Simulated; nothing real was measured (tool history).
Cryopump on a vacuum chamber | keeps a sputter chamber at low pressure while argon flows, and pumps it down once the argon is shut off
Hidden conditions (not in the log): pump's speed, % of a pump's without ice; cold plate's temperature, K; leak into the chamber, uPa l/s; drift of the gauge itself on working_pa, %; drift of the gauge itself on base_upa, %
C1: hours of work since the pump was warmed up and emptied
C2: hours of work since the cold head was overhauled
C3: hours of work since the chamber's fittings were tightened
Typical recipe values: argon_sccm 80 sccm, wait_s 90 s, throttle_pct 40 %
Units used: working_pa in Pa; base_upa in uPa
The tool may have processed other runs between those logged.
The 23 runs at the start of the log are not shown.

Run 24, hour 429.3: usual settings but argon_sccm 63 sccm, throttle_pct 30 %; C1 672; C2 672; C3 302. Result: working_pa 0.3274 Pa, base_upa 0.99 uPa.
Run 25, hour 444.8: usual settings but argon_sccm 63 sccm, throttle_pct 30 %; C1 680; C2 680; C3 310. Result: working_pa 0.3283 Pa, base_upa 1.06 uPa.
Run 26, hour 460.4: usual settings but argon_sccm 63 sccm, wait_s 58 s, throttle_pct 37 %; C1 689; C2 689; C3 318. Result: working_pa 0.2738 Pa, base_upa 1.30 uPa.
Run 27, hour 479.1: usual settings but wait_s 204 s, throttle_pct 41 %; C1 698; C2 698; C3 328. Result: working_pa 0.3188 Pa, base_upa 0.79 uPa.
Run 28, hour 497.5: usual settings but argon_sccm 86 sccm, throttle_pct 54 %; C1 708; C2 708; C3 337. Result: working_pa 0.2750 Pa, base_upa 1.02 uPa.
Run 29, hour 517.8: usual settings but argon_sccm 74 sccm, wait_s 179 s; C1 719; C2 719; C3 348. Result: working_pa 0.3031 Pa, base_upa 0.80 uPa.
Run 30, hour 528.8: usual settings but argon_sccm 101 sccm, wait_s 69 s; C1 724; C2 724; C3 354. Result: working_pa 0.4138 Pa, base_upa 1.18 uPa.
Run 31, hour 539.2: usual settings but argon_sccm 38 sccm, throttle_pct 43 %; C1 730; C2 730; C3 359. Result: working_pa 0.1465 Pa, base_upa 1.02 uPa.
Run 32, hour 554.2: usual settings but argon_sccm 34 sccm, wait_s 142 s, throttle_pct 34 %; C1 738; C2 738; C3 367. Result: working_pa 0.1625 Pa, base_upa 0.89 uPa.
Run 33, hour 579.4: usual settings but argon_sccm 39 sccm, wait_s 60 s; C1 751; C2 751; C3 380. Result: working_pa 0.1615 Pa, base_upa 1.25 uPa.
Run 34, hour 590.5: usual settings but argon_sccm 39 sccm, wait_s 60 s; C1 757; C2 757; C3 386. Result: working_pa 0.1612 Pa, base_upa 1.31 uPa.

Forecast each of these 5 alternatives for the next run:
Run A, hour 601.5: usual settings but argon_sccm 39 sccm, wait_s 269 s, throttle_pct 17 %; C1 762; C2 762; C3 391. Result: working_pa ?, base_upa ?.
Run B, hour 601.5: usual settings but wait_s 53 s; C1 762; C2 762; C3 391. Result: working_pa ?, base_upa ?.
Run C, hour 601.5: usual settings but argon_sccm 59 sccm, wait_s 39 s, throttle_pct 50 %; C1 762; C2 762; C3 391. Result: working_pa ?, base_upa ?.
Run D, hour 601.5: usual settings but throttle_pct 44 %; C1 762; C2 762; C3 391. Result: working_pa ?, base_upa ?.
Run E, hour 601.5: usual settings but argon_sccm 155 sccm, wait_s 29 s, throttle_pct 19 %; C1 762; C2 762; C3 391. Result: working_pa ?, base_upa ?.

run  working_pa  base_upa
  A      0.3467      0.75
  B      0.3329      1.45
  C      0.2032      1.71
  D      0.3084      1.05
  E      1.2469      2.09
Take away the tool's hidden state, keep each run's random variation, and the runs would have read:
run  working_pa  base_upa
  A      0.3221      0.43
  B      0.2821      1.13
  C      0.1659      1.39
  D      0.2575      0.73
  E      1.1487      1.77
